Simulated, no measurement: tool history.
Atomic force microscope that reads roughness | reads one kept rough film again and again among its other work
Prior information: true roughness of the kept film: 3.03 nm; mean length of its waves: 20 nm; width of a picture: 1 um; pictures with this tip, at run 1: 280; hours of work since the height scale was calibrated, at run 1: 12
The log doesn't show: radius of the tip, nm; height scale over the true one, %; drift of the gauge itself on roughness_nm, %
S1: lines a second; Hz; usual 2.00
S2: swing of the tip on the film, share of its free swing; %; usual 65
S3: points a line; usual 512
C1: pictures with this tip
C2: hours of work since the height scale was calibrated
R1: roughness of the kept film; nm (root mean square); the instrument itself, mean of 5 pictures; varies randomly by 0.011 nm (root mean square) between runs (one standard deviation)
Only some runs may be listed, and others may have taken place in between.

run	day	S1	S2	S3	C1	C2	R1
1	0.000	2.00	65	512	280	12	1.798
2	2.288	2.00	65	348	314	35	1.723
# day 3.704: new tip fitted
3	4.246	2.00	65	512	8	54	2.391
4	5.971	0.59	65	512	34	71	2.418
# day 6.146: height scale calibrated on a step standard
5	7.850	3.64	65	512	62	17	2.106
6	9.483	3.64	65	512	86	33	2.066
7	11.446	0.70	65	512	115	53	2.210
8	13.725	0.61	62	512	150	75	2.144
9	15.521	2.57	59	512	177	93	1.983
10	18.129	1.44	62	395	216	119	1.933

5 ways to go on from here, each from the tool as it stands after run 10. What would each give?
A	19.192	1.68	84	380	231	129	?
B	19.192	1.65	70	512	231	129	?
C	19.192	2.00	64	512	231	129	?
D	19.192	2.00	64	512	231	129	?
E	19.192	0.56	84	285	231	129	?

run	R1
A	1.682
B	1.850
C	1.874
D	1.864
E	1.859
The same runs, with their run-to-run variation unchanged, on a tool lacking any hidden condition would have given:
run	R1
A	2.192
B	2.408
C	2.439
D	2.429
E	2.421

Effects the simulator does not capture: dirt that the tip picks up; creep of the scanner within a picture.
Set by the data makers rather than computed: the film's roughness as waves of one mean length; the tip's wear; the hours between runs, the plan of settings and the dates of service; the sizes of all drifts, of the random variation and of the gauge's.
